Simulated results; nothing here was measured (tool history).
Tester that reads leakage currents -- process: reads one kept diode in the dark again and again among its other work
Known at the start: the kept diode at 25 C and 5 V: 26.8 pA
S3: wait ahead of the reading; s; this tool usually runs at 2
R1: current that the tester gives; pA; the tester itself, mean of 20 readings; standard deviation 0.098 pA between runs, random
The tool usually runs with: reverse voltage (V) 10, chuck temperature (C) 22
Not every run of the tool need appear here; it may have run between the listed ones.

run 1 hour=0 | reverse_voltage_(V)=10 chuck_temperature_(C)=22 S3=2 | R1=30.96
run 2 hour=39.3 | reverse_voltage_(V)=10 chuck_temperature_(C)=22 S3=2 | R1=31.08
run 3 hour=58.8 | reverse_voltage_(V)=10 chuck_temperature_(C)=22 S3=2 | R1=31.1
run 4 hour=98.1 | reverse_voltage_(V)=10 chuck_temperature_(C)=22 S3=2 | R1=30.9
run 5 hour=128.9 | reverse_voltage_(V)=10 chuck_temperature_(C)=22 S3=1.6 | R1=31.4
run 6 hour=151.4 | reverse_voltage_(V)=10 chuck_temperature_(C)=22 S3=1.6 | R1=31.65
run 7 hour=175.8 | reverse_voltage_(V)=10 chuck_temperature_(C)=22 S3=1.6 | R1=31.68
run 8 hour=217.1 | reverse_voltage_(V)=10 chuck_temperature_(C)=34 S3=2 | R1=73.06
run 9 hour=261.6 | reverse_voltage_(V)=10 chuck_temperature_(C)=55 S3=2 | R1=298.49
run 10 hour=285.5 | reverse_voltage_(V)=10 chuck_temperature_(C)=22 S3=6.11 | R1=30.66
run 11 hour=308 | reverse_voltage_(V)=10 chuck_temperature_(C)=22 S3=2 | R1=31.45
run 12 hour=332.5 | reverse_voltage_(V)=10 chuck_temperature_(C)=22 S3=2 | R1=31.68
run 13 hour=350.8 | reverse_voltage_(V)=10.1 chuck_temperature_(C)=43 S3=2 | R1=136.78
run 14 hour=374.2 | reverse_voltage_(V)=10.1 chuck_temperature_(C)=43 S3=2 | R1=137.55
run 15 hour=401.9 | reverse_voltage_(V)=10.1 chuck_temperature_(C)=43 S3=2 | R1=137.04
run 16 hour=442.6 | reverse_voltage_(V)=2.3 chuck_temperature_(C)=27 S3=3.65 | R1=26.59
run 17 hour=474.7 | reverse_voltage_(V)=2.3 chuck_temperature_(C)=27 S3=3.65 | R1=26.37
run 18 hour=518.3 | reverse_voltage_(V)=10 chuck_temperature_(C)=40 S3=0.67 | R1=114.74
run 19 hour=544 | reverse_voltage_(V)=2.3 chuck_temperature_(C)=22 S3=0.54 | R1=19.36
run 20 hour=573.4 | reverse_voltage_(V)=1.2 chuck_temperature_(C)=44 S3=3.21 | R1=72.35
run 21 hour=596.6 | reverse_voltage_(V)=10 chuck_temperature_(C)=42 S3=2 | R1=129.25
run 22 hour=640.5 | reverse_voltage_(V)=1.6 chuck_temperature_(C)=26 S3=2 | R1=22.06
run 23 hour=664.2 | reverse_voltage_(V)=1.6 chuck_temperature_(C)=26 S3=2 | R1=22.1
run 24 hour=704.6 | reverse_voltage_(V)=7.4 chuck_temperature_(C)=53 S3=0.44 | R1=247.41

A few steps of R1 between consecutive runs. Split each: what settings, incoming material and random variation would produce without the hidden state, and what is left over for the hidden state, along with gauge scatter present in only one of the two compared results (measured, and without hidden state):
Hidden state at play: stray current of the dirty probe card, pA a volt; current scale over the true one, %; true chuck temperature over the reading, C; drift of the gauge itself on leakage_pa, %.
Run 8 -> 9: chuck temperature (C) 34 -> 55. R1 +225.43 pA: hidden state +9.21, all else +216.22.
Run 9 -> 10: chuck temperature (C) 55 -> 22, S3 2 -> 6.11. R1 -267.83 pA: hidden state -10.81, all else -257.02.
Run 23 -> 24: reverse voltage (V) 1.6 -> 7.4, chuck temperature (C) 26 -> 53, S3 2 -> 0.44. R1 +225.31 pA: hidden state +15.54, all else +209.77.
